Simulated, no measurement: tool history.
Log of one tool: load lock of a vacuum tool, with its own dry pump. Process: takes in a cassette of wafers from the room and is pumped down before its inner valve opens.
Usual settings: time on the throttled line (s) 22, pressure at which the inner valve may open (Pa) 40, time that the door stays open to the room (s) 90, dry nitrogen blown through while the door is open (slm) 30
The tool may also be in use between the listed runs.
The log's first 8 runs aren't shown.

run,day,time on the throttled line (s),pressure at which the inner valve may open (Pa),time that the door stays open to the room (s),dry nitrogen blown through while the door is open (slm),"incoming humidity of the room's air, %",time from the closed door until the inner valve may open (s),rise of the pressure with all valves shut (Pa/min)
9,51.100,22,40,108,30,45.0,36.7,0.214
10,58.938,22,32,108,30,43.8,37.3,0.223
11,64.350,26,40,90,30,45.5,39.5,0.217
12,68.800,22,40,77,30,45.3,36.5,0.225
13,76.271,22,40,77,30,43.8,36.8,0.226
14,79.833,12,40,90,30,48.4,29.0,0.236
15,83.350,12,40,90,30,43.3,29.1,0.241
16,87.704,12,40,90,30,41.3,28.6,0.238
17,91.292,12,40,90,30,47.3,28.9,0.246
18,97.917,12,40,81,12,42.7,28.9,0.262
19,103.917,12,40,81,12,42.0,28.7,0.260
20,107.846,27,40,59,30,43.2,40.8,0.251
21,115.071,27,40,59,10,43.9,41.2,0.271
22,121.271,22,40,90,35,43.9,36.8,0.268
23,125.342,22,79,90,17,46.2,34.8,0.283
24,130.417,22,43,46,41,45.9,37.1,0.263
25,136.717,13,43,213,6,42.2,29.5,0.336
26,140.688,13,43,213,6,47.0,30.3,0.356
27,144.333,22,33,90,30,43.8,37.6,0.288
28,148.946,22,62,48,30,43.7,36.3,0.281
29,152.508,22,40,90,18,43.2,37.4,0.294
30,157.529,19,40,157,18,47.2,35.0,0.321
31,163.667,16,36,132,4,44.3,32.2,0.357

3 ways to go on from here, each from the tool as it stands after run 31. What would each give?
A,171.471,31,36,132,4,46.7,?,?
B,171.471,16,76,66,4,44.0,?,?
C,171.471,12,40,90,22,45.4,?,?

run,time from the closed door until the inner valve may open (s),rise of the pressure with all valves shut (Pa/min)
A,43.9,0.368
B,31.0,0.348
C,29.0,0.326
Without the tool's hidden state the same runs would have given:
run,time from the closed door until the inner valve may open (s),rise of the pressure with all valves shut (Pa/min)
A,41.2,0.084
B,28.0,0.061
C,25.5,0.041

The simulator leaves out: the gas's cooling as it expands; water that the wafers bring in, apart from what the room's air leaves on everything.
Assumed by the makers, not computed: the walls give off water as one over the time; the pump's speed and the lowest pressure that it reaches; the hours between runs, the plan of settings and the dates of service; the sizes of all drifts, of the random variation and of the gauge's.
